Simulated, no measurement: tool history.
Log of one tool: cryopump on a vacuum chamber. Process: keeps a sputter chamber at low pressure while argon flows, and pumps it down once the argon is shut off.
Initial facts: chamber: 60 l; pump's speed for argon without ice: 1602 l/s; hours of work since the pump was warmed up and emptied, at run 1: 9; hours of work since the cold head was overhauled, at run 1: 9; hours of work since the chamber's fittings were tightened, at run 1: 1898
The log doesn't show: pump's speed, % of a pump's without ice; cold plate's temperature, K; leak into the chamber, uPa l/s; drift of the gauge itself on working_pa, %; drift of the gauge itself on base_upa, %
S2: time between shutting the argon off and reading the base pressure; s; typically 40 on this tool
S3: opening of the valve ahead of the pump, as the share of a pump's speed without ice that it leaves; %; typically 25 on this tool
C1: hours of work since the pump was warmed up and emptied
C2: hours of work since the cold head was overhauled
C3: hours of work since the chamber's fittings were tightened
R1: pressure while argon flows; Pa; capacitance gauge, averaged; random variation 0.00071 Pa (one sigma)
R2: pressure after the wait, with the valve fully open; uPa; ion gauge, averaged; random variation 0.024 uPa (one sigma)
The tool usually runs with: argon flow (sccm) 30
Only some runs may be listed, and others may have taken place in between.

run 1 hour=0.0 | argon_flow_(sccm)=30 S2=40 S3=25 | C1=9 C2=9 C3=1898 | R1=0.1281 R2=1.36
run 2 hour=19.0 | argon_flow_(sccm)=30 S2=96 S3=25 | C1=18 C2=18 C3=1908 | R1=0.1271 R2=0.98
run 3 hour=59.8 | argon_flow_(sccm)=30 S2=96 S3=25 | C1=38 C2=38 C3=1927 | R1=0.1274 R2=0.97
run 4 hour=96.3 | argon_flow_(sccm)=14 S2=96 S3=25 | C1=56 C2=56 C3=1945 | R1=0.0599 R2=0.92
run 5 hour=120.6 | argon_flow_(sccm)=14 S2=96 S3=25 | C1=68 C2=68 C3=1957 | R1=0.0604 R2=0.99
run 6 hour=139.0 | argon_flow_(sccm)=15 S2=40 S3=25 | C1=76 C2=76 C3=1966 | R1=0.0644 R2=1.40
run 7 hour=166.2 | argon_flow_(sccm)=15 S2=40 S3=25 | C1=90 C2=90 C3=1979 | R1=0.0641 R2=1.40
run 8 hour=186.0 | argon_flow_(sccm)=15 S2=48 S3=25 | C1=99 C2=99 C3=1989 | R1=0.0643 R2=1.31
run 9 hour=221.4 | argon_flow_(sccm)=30 S2=40 S3=25 | C1=117 C2=117 C3=2006 | R1=0.1281 R2=1.46
run 10 hour=245.0 | argon_flow_(sccm)=30 S2=40 S3=25 | C1=128 C2=128 C3=2017 | R1=0.1282 R2=1.45
run 11 hour=263.6 | argon_flow_(sccm)=30 S2=40 S3=25 | C1=137 C2=137 C3=2026 | R1=0.1298 R2=1.47
run 12 hour=299.5 | argon_flow_(sccm)=30 S2=40 S3=25 | C1=154 C2=154 C3=2044 | R1=0.1294 R2=1.42
run 13 hour=339.1 | argon_flow_(sccm)=30 S2=40 S3=31 | C1=174 C2=174 C3=2063 | R1=0.1051 R2=1.45
run 14 hour=360.7 | argon_flow_(sccm)=30 S2=40 S3=25 | C1=184 C2=184 C3=2074 | R1=0.1301 R2=1.44
run 15 hour=392.8 | argon_flow_(sccm)=22 S2=40 S3=25 | C1=200 C2=200 C3=2089 | R1=0.0952 R2=1.40
run 16 hour=423.8 | argon_flow_(sccm)=30 S2=40 S3=56 | C1=215 C2=215 C3=2104 | R1=0.0600 R2=1.51
run 17 hour=448.0 | argon_flow_(sccm)=30 S2=40 S3=56 | C1=227 C2=227 C3=2116 | R1=0.0606 R2=1.50
run 18 hour=482.2 | argon_flow_(sccm)=41 S2=40 S3=25 | C1=243 C2=243 C3=2133 | R1=0.1795 R2=1.48
run 19 hour=524.0 | argon_flow_(sccm)=41 S2=40 S3=25 | C1=264 C2=264 C3=2153 | R1=0.1810 R2=1.55
run 20 hour=559.8 | argon_flow_(sccm)=17 S2=40 S3=46 | C1=281 C2=281 C3=2170 | R1=0.0428 R2=1.49
run 21 hour=603.0 | argon_flow_(sccm)=25 S2=113 S3=31 | C1=302 C2=302 C3=2191 | R1=0.0889 R2=1.12
run 22 hour=641.0 | argon_flow_(sccm)=25 S2=113 S3=31 | C1=320 C2=320 C3=2210 | R1=0.0896 R2=1.06
run 23 hour=671.6 | argon_flow_(sccm)=22 S2=45 S3=21 | C1=335 C2=335 C3=2225 | R1=0.1156 R2=1.52
run 24 hour=693.9 | argon_flow_(sccm)=30 S2=24 S3=29 | C1=346 C2=346 C3=2236 | R1=0.1157 R2=2.08
run 25 hour=717.2 | argon_flow_(sccm)=30 S2=195 S3=24 | C1=357 C2=357 C3=2247 | R1=0.1386 R2=1.02
run 26 hour=753.0 | argon_flow_(sccm)=18 S2=108 S3=24 | C1=375 C2=375 C3=2264 | R1=0.0840 R2=1.18
run 27 hour=789.8 | argon_flow_(sccm)=18 S2=108 S3=24 | C1=393 C2=393 C3=2282 | R1=0.0835 R2=1.16
run 28 hour=812.2 | argon_flow_(sccm)=26 S2=56 S3=37 | C1=404 C2=404 C3=2293 | R1=0.0806 R2=1.46
run 29 hour=850.5 | argon_flow_(sccm)=26 S2=56 S3=37 | C1=422 C2=422 C3=2312 | R1=0.0807 R2=1.45
run 30 hour=876.4 | argon_flow_(sccm)=23 S2=162 S3=15 | C1=435 C2=435 C3=2324 | R1=0.1697 R2=1.15
run 31 hour=896.4 | argon_flow_(sccm)=40 S2=188 S3=51 | C1=445 C2=445 C3=2334 | R1=0.0949 R2=1.12
run 32 hour=915.7 | argon_flow_(sccm)=26 S2=76 S3=23 | C1=454 C2=454 C3=2343 | R1=0.1279 R2=1.42
run 33 hour=945.7 | argon_flow_(sccm)=17 S2=48 S3=24 | C1=468 C2=468 C3=2358 | R1=0.0795 R2=1.59
run 34 hour=975.3 | argon_flow_(sccm)=17 S2=48 S3=24 | C1=483 C2=483 C3=2372 | R1=0.0803 R2=1.57
run 35 hour=1012.4 | argon_flow_(sccm)=30 S2=24 S3=18 | C1=501 C2=501 C3=2390 | R1=0.1877 R2=2.12

Difference, measured minus no-hidden-state, one row per run. Run-to-run variation is common to both terms; the gauge's own scatter need not be:
run=1 R1=+0.0004 R2=+0.48
run=2 R1=+0.0006 R2=+0.49
run=3 R1=+0.0009 R2=+0.49
run=4 R1=+0.0005 R2=+0.50
run=5 R1=+0.0006 R2=+0.52
run=6 R1=+0.0008 R2=+0.53
run=7 R1=+0.0009 R2=+0.53
run=8 R1=+0.0009 R2=+0.55
run=9 R1=+0.0021 R2=+0.55
run=10 R1=+0.0023 R2=+0.56
run=11 R1=+0.0025 R2=+0.56
run=12 R1=+0.0028 R2=+0.57
run=13 R1=+0.0031 R2=+0.60
run=14 R1=+0.0033 R2=+0.58
run=15 R1=+0.0026 R2=+0.59
run=16 R1=+0.0039 R2=+0.62
run=17 R1=+0.0041 R2=+0.62
run=18 R1=+0.0060 R2=+0.62
run=19 R1=+0.0066 R2=+0.64
run=20 R1=+0.0029 R2=+0.64
run=21 R1=+0.0046 R2=+0.67
run=22 R1=+0.0050 R2=+0.68
run=23 R1=+0.0046 R2=+0.72
run=24 R1=+0.0066 R2=+0.72
run=25 R1=+0.0068 R2=+0.70
run=26 R1=+0.0044 R2=+0.73
run=27 R1=+0.0046 R2=+0.74
run=28 R1=+0.0068 R2=+0.76
run=29 R1=+0.0072 R2=+0.79
run=30 R1=+0.0066 R2=+0.79
run=31 R1=+0.0118 R2=+0.76
run=32 R1=+0.0079 R2=+0.84
run=33 R1=+0.0053 R2=+0.82
run=34 R1=+0.0055 R2=+0.81
run=35 R1=+0.0103 R2=+0.83

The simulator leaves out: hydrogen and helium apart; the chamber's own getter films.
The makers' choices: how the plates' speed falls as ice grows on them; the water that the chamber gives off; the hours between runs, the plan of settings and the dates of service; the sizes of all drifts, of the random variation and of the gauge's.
